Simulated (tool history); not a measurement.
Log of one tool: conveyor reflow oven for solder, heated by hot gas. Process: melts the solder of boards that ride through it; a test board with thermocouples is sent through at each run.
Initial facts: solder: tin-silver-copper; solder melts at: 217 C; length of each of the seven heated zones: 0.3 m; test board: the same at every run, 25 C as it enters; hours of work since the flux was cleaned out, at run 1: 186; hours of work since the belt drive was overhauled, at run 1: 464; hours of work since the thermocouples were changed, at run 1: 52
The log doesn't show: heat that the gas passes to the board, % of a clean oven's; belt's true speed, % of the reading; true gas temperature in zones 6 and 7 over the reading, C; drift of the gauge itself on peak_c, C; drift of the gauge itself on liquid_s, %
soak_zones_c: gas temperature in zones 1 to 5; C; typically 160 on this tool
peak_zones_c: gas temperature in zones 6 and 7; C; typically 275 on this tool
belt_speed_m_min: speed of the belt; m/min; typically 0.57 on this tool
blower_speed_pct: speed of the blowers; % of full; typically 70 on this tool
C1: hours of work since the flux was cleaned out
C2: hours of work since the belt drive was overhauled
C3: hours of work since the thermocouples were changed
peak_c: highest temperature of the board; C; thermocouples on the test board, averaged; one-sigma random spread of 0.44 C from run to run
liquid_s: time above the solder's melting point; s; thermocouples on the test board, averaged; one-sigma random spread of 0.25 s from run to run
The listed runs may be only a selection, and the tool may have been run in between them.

Run 1, hour 0: usual settings; C1 186; C2 464; C3 52. Result: peak_c 259.4 C, liquid_s 48 s.
Run 2, hour 7.3: usual settings; C1 189; C2 467; C3 55. Result: peak_c 259.1 C, liquid_s 47.9 s.
Run 3, hour 19.6: usual settings; C1 194; C2 472; C3 60. Result: peak_c 258.7 C, liquid_s 47.7 s.
Run 4, hour 27.4: usual settings; C1 197; C2 475; C3 63. Result: peak_c 258.8 C, liquid_s 47.4 s.
Run 5, hour 41.2: usual settings but peak_zones_c 277 C; C1 203; C2 481; C3 69. Result: peak_c 261.1 C, liquid_s 48.7 s.
Run 6, hour 49.4: usual settings but peak_zones_c 277 C; C1 206; C2 484; C3 72. Result: peak_c 260.1 C, liquid_s 48.9 s.
Run 7, hour 60.4: usual settings but peak_zones_c 277 C; C1 211; C2 489; C3 77. Result: peak_c 260.4 C, liquid_s 48.4 s.
Run 8, hour 72.6: usual settings but peak_zones_c 277 C; C1 216; C2 494; C3 82. Result: peak_c 260.1 C, liquid_s 49.2 s.
Run 9, hour 84.2: usual settings but peak_zones_c 277 C; C1 221; C2 498; C3 87. Result: peak_c 260.4 C, liquid_s 48.1 s.
Run 10, hour 98.3: usual settings but peak_zones_c 289 C; C1 226; C2 504; C3 92. Result: peak_c 271.1 C, liquid_s 53 s.
At hour 104.5: flux residue cleaned out of gas plates and filters.
Run 11, hour 109.4: usual settings but peak_zones_c 289 C; C1 2; C2 507; C3 95. Result: peak_c 271.3 C, liquid_s 53.1 s.
Run 12, hour 117.4: usual settings; C1 5; C2 510; C3 98. Result: peak_c 258 C, liquid_s 47.8 s.
Run 13, hour 126.8: usual settings; C1 9; C2 514; C3 102. Result: peak_c 257.2 C, liquid_s 47.6 s.
Run 14, hour 135.2: usual settings; C1 13; C2 518; C3 106. Result: peak_c 257.3 C, liquid_s 47.1 s.
Run 15, hour 141.1: usual settings but soak_zones_c 162 C; C1 15; C2 520; C3 108. Result: peak_c 257.9 C, liquid_s 48.3 s.
Run 16, hour 148: usual settings but soak_zones_c 162 C; C1 18; C2 523; C3 111. Result: peak_c 257.7 C, liquid_s 47.9 s.
Run 17, hour 156.6: usual settings but soak_zones_c 159 C, blower_speed_pct 75 % of full; C1 22; C2 526; C3 115. Result: peak_c 258.6 C, liquid_s 47.8 s.
Run 18, hour 168.5: usual settings but soak_zones_c 146 C, belt_speed_m_min 0.642 m/min, blower_speed_pct 75 % of full; C1 27; C2 531; C3 120. Result: peak_c 252.5 C, liquid_s 36.4 s.
At hour 180.3: flux residue cleaned out of gas plates and filters, once more.
Run 19, hour 183.2: usual settings but peak_zones_c 265 C, blower_speed_pct 62 % of full; C1 1; C2 535; C3 124. Result: peak_c 248 C, liquid_s 41.5 s.
Run 20, hour 190: usual settings but peak_zones_c 265 C, blower_speed_pct 62 % of full; C1 4; C2 538; C3 126. Result: peak_c 248 C, liquid_s 41.4 s.
Run 21, hour 203.2: usual settings but peak_zones_c 287 C, belt_speed_m_min 0.542 m/min, blower_speed_pct 62 % of full; C1 9; C2 544; C3 132. Result: peak_c 269.9 C, liquid_s 56.1 s.
Run 22, hour 217: usual settings but soak_zones_c 151 C, belt_speed_m_min 0.542 m/min, blower_speed_pct 62 % of full; C1 15; C2 549; C3 138. Result: peak_c 257.8 C, liquid_s 47.8 s.
Run 23, hour 226.5: usual settings but belt_speed_m_min 0.537 m/min, blower_speed_pct 51 % of full; C1 19; C2 553; C3 142. Result: peak_c 256.4 C, liquid_s 49.2 s.
Run 24, hour 232.5: usual settings but belt_speed_m_min 0.537 m/min, blower_speed_pct 51 % of full; C1 22; C2 556; C3 144. Result: peak_c 256.1 C, liquid_s 48.5 s.
Run 25, hour 241.6: usual settings but soak_zones_c 168 C, blower_speed_pct 73 % of full; C1 25; C2 560; C3 148. Result: peak_c 260.8 C, liquid_s 51.2 s.
Run 26, hour 251.8: usual settings but soak_zones_c 168 C, belt_speed_m_min 0.542 m/min, blower_speed_pct 73 % of full; C1 30; C2 564; C3 152. Result: peak_c 262 C, liquid_s 55.2 s.
Run 27, hour 257.6: usual settings but soak_zones_c 164 C, peak_zones_c 269 C, belt_speed_m_min 0.61 m/min, blower_speed_pct 78 % of full; C1 32; C2 566; C3 154. Result: peak_c 254.4 C, liquid_s 43.2 s.
Run 28, hour 263.9: usual settings but peak_zones_c 267 C; C1 35; C2 569; C3 157. Result: peak_c 252 C, liquid_s 44.6 s.
Run 29, hour 270.2: usual settings but peak_zones_c 268 C, belt_speed_m_min 0.499 m/min, blower_speed_pct 77 % of full; C1 37; C2 571; C3 160. Result: peak_c 257.8 C, liquid_s 55.9 s.
Run 30, hour 284.1: usual settings but peak_zones_c 268 C, belt_speed_m_min 0.499 m/min, blower_speed_pct 77 % of full; C1 43; C2 577; C3 165. Result: peak_c 258.1 C, liquid_s 55.6 s.
Run 31, hour 292.6: usual settings but peak_zones_c 268 C, belt_speed_m_min 0.499 m/min, blower_speed_pct 77 % of full; C1 47; C2 581; C3 169. Result: peak_c 258 C, liquid_s 56.2 s.
Run 32, hour 303.1: usual settings but belt_speed_m_min 0.578 m/min, blower_speed_pct 73 % of full; C1 51; C2 585; C3 173. Result: peak_c 259.1 C, liquid_s 47.8 s.

Describe how what the log doesn't record of the tool's condition differs between the last listed run preceding each entry between runs and the first listed run following it.
After run 10, before run 11: flux residue cleaned out of gas plates and filters (hour 104.5)
  heat that the gas passes to the board, % of a clean oven's: 94.6 -> 92.9
  difference, measured minus the result without the unlogged condition, peak_c: -1.6 -> -2 C; liquid_s: -0.4 -> -0.7 s
After run 18, before run 19: flux residue cleaned out of gas plates and filters, once more (hour 180.3)
  heat that the gas passes to the board, % of a clean oven's: 92.4 -> 100; true gas temperature in zones 6 and 7 over the reading, C: -0.54 -> -0.55
  difference, measured minus the result without the unlogged condition, peak_c: -2.6 -> -0.3 C; liquid_s: -1.6 -> -0.1 s
